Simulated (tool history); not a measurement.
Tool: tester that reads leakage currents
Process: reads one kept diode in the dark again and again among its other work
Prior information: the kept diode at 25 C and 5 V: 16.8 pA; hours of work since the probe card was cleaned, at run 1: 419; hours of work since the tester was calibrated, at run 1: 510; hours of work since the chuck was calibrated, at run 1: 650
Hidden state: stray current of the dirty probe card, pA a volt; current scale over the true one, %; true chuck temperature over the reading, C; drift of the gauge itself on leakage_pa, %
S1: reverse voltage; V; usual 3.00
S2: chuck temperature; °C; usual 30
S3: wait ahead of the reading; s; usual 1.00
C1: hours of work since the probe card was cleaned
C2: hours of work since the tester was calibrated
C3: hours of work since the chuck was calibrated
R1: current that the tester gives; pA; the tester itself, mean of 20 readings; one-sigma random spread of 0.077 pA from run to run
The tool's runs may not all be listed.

run      day    S1  S2    S3    C1    C2    C3     R1
  1    0.000  3.00  30  1.00   419   510   650  18.87
  2    2.575  3.00  30  1.00   467   558   697  19.10
  3    5.325  3.00  30  8.53   518   609   748  19.08
  4    6.992  3.00  30  8.53   549   639   779  18.86
  5    9.546  3.00  30  8.53   596   687   826  18.80
  6   13.617  3.00  30  8.53   671   762   901  18.78
  7   17.300  3.00  30  1.00   739   830   969  19.02
  8   21.004  3.00  30  1.00   807   898  1038  18.96
  9   23.908  3.00  30  1.00   861   952  1091  18.94
 10   26.117  3.00  30  1.00   902   993  1132  19.03
 11   30.071  3.00  30  1.00   975  1066  1205  18.85
 12   33.079  3.00  30  1.00  1030  1121  1261  18.83
 13   37.154  3.60  30  1.00  1105  1196  1336  20.76
 14   40.079  3.60  30  1.00  1159  1250  1390  20.60
      40.538  -- chuck's temperature calibrated
 15   43.329  1.33  30  1.00  1218  1309    52  12.27
 16   46.154  1.33  30  1.00  1270  1361   104  12.28
 17   47.850  3.00  30  6.02  1301  1392   135  18.09
 18   50.146  3.00  30  6.02  1344  1435   177  17.99
 19   53.358  3.00  30  6.02  1403  1494   237  18.08
 20   56.896  3.00  30  0.73  1468  1559   302  18.31
 21   60.362  3.00  30  0.73  1532  1623   366  18.18
      60.962  -- chuck's temperature calibrated, once more
 22   63.608  3.00  30  0.79  1591  1682    49  21.24
 23   66.012  7.89  31  1.64  1635  1726    93  36.65
 24   69.408  3.53  30  0.50  1698  1789   156  23.21
 25   73.338  3.00  21  7.39  1770  1861   228  12.04
 26   76.112  3.00  21  7.39  1822  1912   280  11.94
 27   77.900  8.49  23  7.39  1855  1945   313  24.41
 28   81.871  3.00  21  1.77  1928  2019   386  12.11
 29   85.288  3.76  23  0.45  1991  2082   449  15.90
 30   87.046  6.63  42  0.45  2023  2114   482  65.82
 31   91.033  3.00  49  0.86  2097  2188   555  67.77
 32   93.900  3.00  49  0.86  2150  2241   608  67.53
 33   96.838  2.79  30  0.32  2204  2295   662  20.70
      97.754  -- tester calibrated
 34   99.912  1.19  23  2.57  2259    40   718   8.19
 35  102.017  1.19  37  2.06  2298    79   756  20.35
 36  104.092  3.00  29  1.00  2337   117   795  19.74
     106.704  -- probe card cleaned and baked
 37  107.158  3.00  29  1.00     8   171   849  16.94
 38  109.833  3.00  29  1.00    58   221   898  16.88
 39  112.892  3.00  30  9.67   114   277   955  17.86

Hidden condition of the tool, last listed run before each entry between runs versus first listed run after:
Between runs 14 and 15: chuck's temperature calibrated (day 40.538)
  stray current of the dirty probe card, pA a volt: 0.476 -> 0.499; current scale over the true one, %: 0.65 -> 0.68; true chuck temperature over the reading, C: -1.49 -> -2.15
  measured less the result without the state, R1: -0.28 -> -1.15 pA
Between runs 21 and 22: chuck's temperature calibrated, once more (day 60.962)
  stray current of the dirty probe card, pA a volt: 0.618 -> 0.64; current scale over the true one, %: 0.84 -> 0.87; true chuck temperature over the reading, C: -2.5 -> -0.11
  measured less the result without the state, R1: -1.14 -> +1.90 pA
Between runs 33 and 34: tester calibrated (day 97.754)
  stray current of the dirty probe card, pA a volt: 0.876 -> 0.896; current scale over the true one, %: 1.19 -> -0.11; true chuck temperature over the reading, C: -0.78 -> -0.83
  measured less the result without the state, R1: +1.65 -> +0.58 pA
Between runs 36 and 37: probe card cleaned and baked (day 106.704)
  stray current of the dirty probe card, pA a volt: 0.927 -> 0.029; current scale over the true one, %: -0.07 -> -0.05; true chuck temperature over the reading, C: -0.92 -> -0.98
  measured less the result without the state, R1: +1.60 -> -1.17 pA

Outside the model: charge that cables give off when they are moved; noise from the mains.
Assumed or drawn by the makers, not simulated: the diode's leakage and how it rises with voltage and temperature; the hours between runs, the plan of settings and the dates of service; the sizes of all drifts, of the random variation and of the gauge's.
